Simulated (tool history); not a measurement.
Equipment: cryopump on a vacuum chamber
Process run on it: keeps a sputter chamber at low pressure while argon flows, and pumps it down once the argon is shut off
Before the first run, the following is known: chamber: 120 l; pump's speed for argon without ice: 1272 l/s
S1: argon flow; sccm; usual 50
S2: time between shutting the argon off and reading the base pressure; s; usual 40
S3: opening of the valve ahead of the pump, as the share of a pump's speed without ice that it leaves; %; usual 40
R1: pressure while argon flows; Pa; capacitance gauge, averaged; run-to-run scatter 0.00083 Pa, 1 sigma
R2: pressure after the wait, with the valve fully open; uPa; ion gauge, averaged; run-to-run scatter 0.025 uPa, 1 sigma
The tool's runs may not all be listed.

run 1 hour=0 | S1=50 S2=40 S3=40 | R1=0.1661 R2=3.09
run 2 hour=8.6 | S1=50 S2=40 S3=40 | R1=0.1677 R2=3.1
run 3 hour=21.3 | S1=50 S2=40 S3=40 | R1=0.1681 R2=3.12
run 4 hour=35 | S1=50 S2=40 S3=26 | R1=0.2594 R2=3.19
run 5 hour=49.1 | S1=50 S2=40 S3=40 | R1=0.1677 R2=3.07
run 6 hour=63.4 | S1=50 S2=40 S3=40 | R1=0.167 R2=3.24
run 7 hour=81.1 | S1=50 S2=40 S3=40 | R1=0.1686 R2=3.22
run 8 hour=89.6 | S1=50 S2=40 S3=40 | R1=0.1691 R2=3.13
run 9 hour=107.6 | S1=93 S2=40 S3=40 | R1=0.3129 R2=3.22
run 10 hour=123.7 | S1=93 S2=40 S3=40 | R1=0.3119 R2=3.22
run 11 hour=133.2 | S1=93 S2=40 S3=40 | R1=0.3126 R2=3.24
run 12 hour=143.9 | S1=93 S2=40 S3=40 | R1=0.3125 R2=3.38
run 13 hour=162.9 | S1=50 S2=39 S3=40 | R1=0.1674 R2=3.3
run 14 hour=181.5 | S1=50 S2=40 S3=52 | R1=0.1304 R2=3.28
run 15 hour=189.9 | S1=50 S2=23 S3=40 | R1=0.1698 R2=3.65
run 16 hour=198 | S1=79 S2=40 S3=40 | R1=0.2662 R2=3.32
run 17 hour=211.1 | S1=50 S2=40 S3=25 | R1=0.271 R2=3.3
run 18 hour=220.3 | S1=50 S2=40 S3=25 | R1=0.2674 R2=3.36
run 19 hour=234 | S1=25 S2=54 S3=17 | R1=0.1982 R2=3.23
run 20 hour=248.8 | S1=25 S2=54 S3=17 | R1=0.1983 R2=3.2

Forecast run 21:
run 21 hour=267.8 | S1=25 S2=54 S3=17 | R1=? R2=?

R1: 0.1971 Pa
R2: 3.24 uPa
If the tool had no hidden condition, the same run with the same run-to-run variation would have returned R1 0.1953 Pa, R2 0.76 uPa.

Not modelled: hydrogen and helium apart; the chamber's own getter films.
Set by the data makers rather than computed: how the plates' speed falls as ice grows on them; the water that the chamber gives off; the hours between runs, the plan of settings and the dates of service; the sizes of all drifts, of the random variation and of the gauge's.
